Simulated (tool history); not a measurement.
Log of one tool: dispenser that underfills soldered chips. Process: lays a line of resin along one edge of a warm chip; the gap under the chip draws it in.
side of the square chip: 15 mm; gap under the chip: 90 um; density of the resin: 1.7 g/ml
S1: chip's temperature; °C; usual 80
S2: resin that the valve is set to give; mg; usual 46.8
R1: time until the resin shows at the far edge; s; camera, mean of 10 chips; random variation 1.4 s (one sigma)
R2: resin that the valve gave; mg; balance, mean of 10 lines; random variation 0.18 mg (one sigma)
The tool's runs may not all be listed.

Run 1, hour 0.0: usual settings. Result: R1 185.8 s, R2 44.87 mg.
At hour 3.9: new syringe of resin.
Run 2, hour 9.9: usual settings. Result: R1 162.5 s, R2 44.61 mg.
At hour 17.7: new syringe of resin.
Run 3, hour 18.9: usual settings. Result: R1 127.9 s, R2 44.28 mg.
At hour 31.4: new syringe of resin.
Run 4, hour 34.5: usual settings. Result: R1 143.2 s, R2 43.59 mg.
At hour 44.8: new syringe of resin.
Run 5, hour 45.9: usual settings but S2 55.9 mg. Result: R1 125.0 s, R2 52.51 mg.
At hour 53.2: dispensing valve cleaned and set on the balance.
At hour 60.0: new syringe of resin.
Run 6, hour 62.7: usual settings but S2 55.9 mg. Result: R1 131.9 s, R2 55.62 mg.
At hour 74.0: new syringe of resin.
Run 7, hour 77.1: usual settings. Result: R1 136.6 s, R2 46.16 mg.
At hour 87.2: new syringe of resin.
Run 8, hour 87.7: usual settings. Result: R1 121.3 s, R2 45.71 mg.
Run 9, hour 99.0: usual settings. Result: R1 205.3 s, R2 45.44 mg.
At hour 100.8: new syringe of resin.
At hour 114.4: new syringe of resin.
At hour 116.2: stage's temperature calibrated.
Run 10, hour 116.2: usual settings. Result: R1 138.7 s, R2 45.48 mg.
Run 11, hour 126.8: usual settings. Result: R1 229.6 s, R2 45.00 mg.
At hour 129.5: new syringe of resin.
Run 12, hour 137.9: usual settings. Result: R1 198.3 s, R2 44.63 mg.
At hour 143.4: new syringe of resin.
Run 13, hour 154.4: usual settings. Result: R1 218.7 s, R2 43.96 mg.
At hour 157.5: new syringe of resin.
Run 14, hour 168.2: usual settings but S2 39.9 mg. Result: R1 230.3 s, R2 37.38 mg.
At hour 171.3: new syringe of resin.
Run 15, hour 180.0: usual settings. Result: R1 197.2 s, R2 43.37 mg.
At hour 184.5: new syringe of resin.
At hour 185.5: dispensing valve cleaned and set on the balance.
Run 16, hour 196.9: usual settings but S2 60.1 mg. Result: R1 214.2 s, R2 60.03 mg.
At hour 199.2: new syringe of resin.
Run 17, hour 205.9: usual settings but S2 60.1 mg. Result: R1 172.0 s, R2 59.21 mg.
At hour 212.6: new syringe of resin.
Run 18, hour 222.5: usual settings but S1 74 °C, S2 46.4 mg. Result: R1 273.0 s, R2 45.65 mg.
At hour 226.1: new syringe of resin.
Run 19, hour 232.7: usual settings but S1 76 °C, S2 59.0 mg. Result: R1 203.0 s, R2 57.75 mg.
At hour 240.2: new syringe of resin.
Run 20, hour 241.3: usual settings but S1 75 °C, S2 54.1 mg. Result: R1 167.6 s, R2 52.30 mg.
At hour 253.5: new syringe of resin.
Run 21, hour 258.0: usual settings but S1 88 °C, S2 49.1 mg. Result: R1 113.1 s, R2 47.31 mg.
At hour 266.9: new syringe of resin.
Run 22, hour 267.6: usual settings but S1 88 °C, S2 49.1 mg. Result: R1 96.5 s, R2 46.60 mg.
Run 23, hour 275.5: usual settings but S1 72 °C, S2 48.3 mg. Result: R1 272.6 s, R2 46.01 mg.
At hour 280.9: new syringe of resin.
Run 24, hour 289.5: usual settings but S1 72 °C, S2 40.2 mg. Result: R1 285.4 s, R2 37.99 mg.
At hour 295.1: new syringe of resin.
Run 25, hour 304.4: usual settings but S1 84 °C, S2 41.3 mg. Result: R1 179.4 s, R2 38.69 mg.
At hour 308.5: new syringe of resin.
At hour 317.1: dispensing valve cleaned and set on the balance.
Run 26, hour 320.3: usual settings but S1 84 °C, S2 44.7 mg. Result: R1 175.7 s, R2 44.47 mg.
At hour 323.4: new syringe of resin.
Run 27, hour 334.4: usual settings but S1 94 °C, S2 44.7 mg. Result: R1 122.6 s, R2 44.30 mg.
At hour 336.9: new syringe of resin.
Run 28, hour 344.1: usual settings but S1 87 °C, S2 45.4 mg. Result: R1 132.4 s, R2 44.53 mg.
At hour 350.9: new syringe of resin.
Run 29, hour 354.5: usual settings but S1 85 °C, S2 46.7 mg. Result: R1 119.6 s, R2 45.87 mg.
At hour 364.8: new syringe of resin.
Run 30, hour 370.8: usual settings but S1 89 °C, S2 41.6 mg. Result: R1 118.3 s, R2 40.50 mg.
At hour 378.0: new syringe of resin.
Run 31, hour 387.2: usual settings but S1 94 °C, S2 52.2 mg. Result: R1 108.4 s, R2 50.40 mg.
At hour 391.5: new syringe of resin.
Run 32, hour 398.0: usual settings but S1 94 °C, S2 52.2 mg. Result: R1 96.0 s, R2 50.01 mg.
At hour 405.5: new syringe of resin.
Run 33, hour 413.9: usual settings but S1 71 °C. Result: R1 279.1 s, R2 44.10 mg.
At hour 418.9: new syringe of resin.
Run 34, hour 427.9: usual settings but S1 71 °C, S2 52.5 mg. Result: R1 283.4 s, R2 49.54 mg.

Some steps in R1 between neighbouring runs. How much of each would the tool show without its hidden state too (settings, what came in, random variation), and how much is left for the hidden state, with any gauge scatter that isn't in both results?
The hidden state here: resin's viscosity, % of fresh resin's; dose that the valve gives, % of what is set; true chip temperature over the reading, C; drift of the gauge itself on fill_s, %; drift of the gauge itself on given_mg, %.
Run 8 -> 9: no setting changed, nothing entered. R1 +84.0 s: hidden state +84.3, all else -0.3.
Run 10 -> 11: no setting changed, nothing entered. R1 +90.9 s: hidden state +90.1, all else +0.8.
Run 22 -> 23: S1 88 -> 72, S2 49.1 -> 48.3. R1 +176.1 s: hidden state +86.3, all else +89.8.
Run 24 -> 25: S1 72 -> 84, S2 40.2 -> 41.3, new syringe of resin. R1 -106.0 s: hidden state -26.4, all else -79.6.
Run 32 -> 33: S1 94 -> 71, S2 52.2 -> 46.8, new syringe of resin. R1 +183.1 s: hidden state +62.3, all else +120.8.
